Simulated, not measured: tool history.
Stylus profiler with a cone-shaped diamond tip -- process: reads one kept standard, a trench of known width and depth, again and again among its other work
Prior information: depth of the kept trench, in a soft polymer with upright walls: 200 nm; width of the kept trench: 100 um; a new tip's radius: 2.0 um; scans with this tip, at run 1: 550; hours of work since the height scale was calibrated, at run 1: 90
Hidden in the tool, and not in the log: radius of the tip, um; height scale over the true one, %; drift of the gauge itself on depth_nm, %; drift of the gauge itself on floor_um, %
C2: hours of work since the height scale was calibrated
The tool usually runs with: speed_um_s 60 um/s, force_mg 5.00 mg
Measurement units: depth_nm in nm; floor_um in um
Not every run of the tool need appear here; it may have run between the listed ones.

run 1 hour=0.0 | speed_um_s=60 force_mg=5.00 | scans_with_this_tip=550 C2=90 | depth_nm=203.99 floor_um=98.06
run 2 hour=8.1 | speed_um_s=60 force_mg=5.54 | scans_with_this_tip=572 C2=93 | depth_nm=204.40 floor_um=98.17
run 3 hour=20.3 | speed_um_s=60 force_mg=5.54 | scans_with_this_tip=605 C2=98 | depth_nm=204.32 floor_um=98.12
run 4 hour=27.8 | speed_um_s=60 force_mg=5.54 | scans_with_this_tip=625 C2=102 | depth_nm=204.27 floor_um=98.09
run 5 hour=40.3 | speed_um_s=60 force_mg=5.00 | scans_with_this_tip=659 C2=107 | depth_nm=204.21 floor_um=98.07
run 6 hour=47.4 | speed_um_s=60 force_mg=5.00 | scans_with_this_tip=678 C2=110 | depth_nm=204.33 floor_um=98.11
run 7 hour=61.4 | speed_um_s=60 force_mg=6.08 | scans_with_this_tip=716 C2=116 | depth_nm=204.61 floor_um=98.11
run 8 hour=77.2 | speed_um_s=176 force_mg=7.42 | scans_with_this_tip=758 C2=123 | depth_nm=205.45 floor_um=97.87
run 9 hour=91.8 | speed_um_s=60 force_mg=13.44 | scans_with_this_tip=798 C2=130 | depth_nm=207.79 floor_um=98.14
run 10 hour=104.3 | speed_um_s=60 force_mg=6.86 | scans_with_this_tip=831 C2=135 | depth_nm=204.93 floor_um=98.10
run 11 hour=118.7 | speed_um_s=60 force_mg=6.86 | scans_with_this_tip=870 C2=142 | depth_nm=205.13 floor_um=98.10

3 options for the next run, each taken on its own from the tool as it stands now. Forecast them:
run A hour=128.6 | speed_um_s=107 force_mg=7.67 | scans_with_this_tip=897 C2=146 | depth_nm=? floor_um=?
run B hour=128.6 | speed_um_s=133 force_mg=8.82 | scans_with_this_tip=897 C2=146 | depth_nm=? floor_um=?
run C hour=128.6 | speed_um_s=27 force_mg=6.86 | scans_with_this_tip=897 C2=146 | depth_nm=? floor_um=?

run=A depth_nm=205.41 floor_um=97.98
run=B depth_nm=206.14 floor_um=98.02
run=C depth_nm=204.97 floor_um=98.20
The same runs, with their run-to-run variation unchanged, on a tool lacking any hidden condition would have given:
run=A depth_nm=205.41 floor_um=97.98
run=B depth_nm=206.14 floor_um=98.02
run=C depth_nm=204.98 floor_um=98.20

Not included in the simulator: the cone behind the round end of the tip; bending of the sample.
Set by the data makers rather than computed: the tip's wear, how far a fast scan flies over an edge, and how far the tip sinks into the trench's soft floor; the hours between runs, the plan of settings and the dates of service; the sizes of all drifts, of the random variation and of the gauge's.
